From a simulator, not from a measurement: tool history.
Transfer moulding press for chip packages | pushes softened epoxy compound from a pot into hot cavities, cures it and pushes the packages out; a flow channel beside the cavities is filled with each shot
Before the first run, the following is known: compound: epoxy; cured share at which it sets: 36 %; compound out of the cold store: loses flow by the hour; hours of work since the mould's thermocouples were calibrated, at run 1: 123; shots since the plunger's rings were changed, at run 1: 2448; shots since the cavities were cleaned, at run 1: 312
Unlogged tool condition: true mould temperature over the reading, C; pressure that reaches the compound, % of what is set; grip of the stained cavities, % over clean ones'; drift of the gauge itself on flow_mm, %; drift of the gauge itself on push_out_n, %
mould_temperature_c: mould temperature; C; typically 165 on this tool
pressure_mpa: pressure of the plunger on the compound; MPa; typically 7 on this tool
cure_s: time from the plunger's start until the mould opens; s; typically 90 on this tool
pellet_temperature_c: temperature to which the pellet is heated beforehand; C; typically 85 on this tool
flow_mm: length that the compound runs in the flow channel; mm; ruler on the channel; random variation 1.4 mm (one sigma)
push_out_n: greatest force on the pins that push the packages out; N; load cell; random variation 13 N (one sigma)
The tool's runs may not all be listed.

| run | day | mould_temperature_c | pressure_mpa | cure_s | pellet_temperature_c | hours of work since the mould's thermocouples were calibrated | shots since the plunger's rings were changed | shots since the cavities were cleaned | incoming compound's hours out of the cold store | flow_mm | push_out_n |
|---|---|---|---|---|---|---|---|---|---|---|---|
| 1 | 0 | 165 | 7 | 90 | 85 | 123 | 2448 | 312 | 19.6 | 610 | 808 |
| 2 | 0.35 | 165 | 7 | 90 | 85 | 127 | 2531 | 395 | 16.5 | 613 | 862 |
| 3 | 0.767 | 165 | 7 | 90 | 85 | 132 | 2630 | 494 | 43.5 | 567 | 849 |
| 4 | 1.067 | 165 | 7 | 90 | 85 | 136 | 2701 | 565 | 41 | 569 | 905 |
| 5 | 1.467 | 165 | 7 | 90 | 85 | 140 | 2796 | 660 | 34.1 | 582 | 986 |
|  | 1.567 | cavities cleaned with cleaning compound and waxed |
| 6 | 1.896 | 165 | 7 | 90 | 85 | 145 | 2883 | 78 | 29.7 | 590 | 694 |
| 7 | 2.129 | 165 | 7 | 117 | 85 | 147 | 2938 | 133 | 15.1 | 612 | 478 |
| 8 | 2.546 | 165 | 7 | 117 | 85 | 152 | 3037 | 232 | 45.3 | 562 | 534 |
| 9 | 2.812 | 165 | 7 | 117 | 85 | 156 | 3100 | 295 | 9 | 621 | 545 |
| 10 | 3.096 | 165 | 7 | 117 | 85 | 159 | 3167 | 362 | 43.9 | 563 | 569 |
|  | 3.412 | plunger's sealing rings changed |
| 11 | 3.529 | 165 | 7 | 117 | 85 | 163 | 28 | 440 | 27.5 | 616 | 604 |
| 12 | 3.717 | 165 | 7 | 117 | 85 | 165 | 73 | 485 | 28.6 | 611 | 600 |
| 13 | 4.079 | 165 | 7 | 117 | 85 | 169 | 159 | 571 | 14.2 | 634 | 627 |
| 14 | 4.421 | 165 | 7 | 117 | 85 | 173 | 240 | 652 | 18.2 | 628 | 667 |
|  | 4.542 | cavities cleaned with cleaning compound and waxed |
| 15 | 4.792 | 157 | 7.82 | 81 | 94 | 177 | 313 | 60 | 27.9 | 664 | 1463 |
| 16 | 5.038 | 159 | 6.29 | 81 | 94 | 180 | 371 | 118 | 10.1 | 619 | 1467 |
| 17 | 5.329 | 169 | 6.63 | 81 | 94 | 184 | 440 | 187 | 34.4 | 572 | 663 |
| 18 | 5.646 | 169 | 6.63 | 81 | 94 | 187 | 515 | 262 | 37.9 | 566 | 722 |
| 19 | 5.983 | 162 | 7 | 87 | 85 | 191 | 595 | 342 | 29.8 | 613 | 1148 |
| 20 | 6.354 | 165 | 7 | 75 | 82 | 196 | 684 | 431 | 10.1 | 642 | 1499 |
| 21 | 6.733 | 170 | 5.5 | 75 | 82 | 200 | 773 | 520 | 28.7 | 526 | 1031 |
| 22 | 6.95 | 170 | 5.5 | 75 | 82 | 203 | 825 | 572 | 33.3 | 522 | 1053 |
| 23 | 7.242 | 165 | 5.49 | 90 | 88 | 206 | 894 | 641 | 19.6 | 548 | 989 |
|  | 7.404 | cavities cleaned with cleaning compound and waxed |
| 24 | 7.629 | 158 | 8.67 | 76 | 77 | 210 | 972 | 54 | 16.1 | 717 | 1695 |
| 25 | 7.817 | 158 | 8.52 | 98 | 78 | 212 | 1016 | 98 | 12.5 | 722 | 1064 |
| 26 | 7.992 | 161 | 6.84 | 113 | 94 | 214 | 1058 | 140 | 28.8 | 604 | 609 |
| 27 | 8.212 | 165 | 6.78 | 90 | 85 | 217 | 1110 | 192 | 27.7 | 595 | 761 |
| 28 | 8.567 | 165 | 7.49 | 85 | 85 | 221 | 1194 | 276 | 25.8 | 628 | 936 |

What differs in the tool's unlogged condition from the final listed run ahead of each entry between runs to the first listed run following it?
Between runs 5 and 6: cavities cleaned with cleaning compound and waxed (day 1.567)
  pressure that reaches the compound, % of what is set: 93.04 -> 92.83; grip of the stained cavities, % over clean ones': 49.5 -> 8.9
  measured minus no-state result, flow_mm: -21 -> -22 mm; push_out_n: +334 -> +64 N
Between runs 10 and 11: plunger's sealing rings changed (day 3.412)
  true mould temperature over the reading, C: -0.17 -> -0.18; pressure that reaches the compound, % of what is set: 92.12 -> 99.64; grip of the stained cavities, % over clean ones': 33.4 -> 38.9
  measured minus no-state result, flow_mm: -23 -> +0 mm; push_out_n: +142 -> +171 N
Between runs 14 and 15: cavities cleaned with cleaning compound and waxed (day 4.542)
  pressure that reaches the compound, % of what is set: 99.14 -> 98.96; grip of the stained cavities, % over clean ones': 50.7 -> 7
  measured minus no-state result, flow_mm: -2 -> -3 mm; push_out_n: +226 -> +111 N
Between runs 23 and 24: cavities cleaned with cleaning compound and waxed (day 7.404)
  pressure that reaches the compound, % of what is set: 97.53 -> 97.36; grip of the stained cavities, % over clean ones': 50.7 -> 7.4
  measured minus no-state result, flow_mm: -7 -> -9 mm; push_out_n: +341 -> +133 N
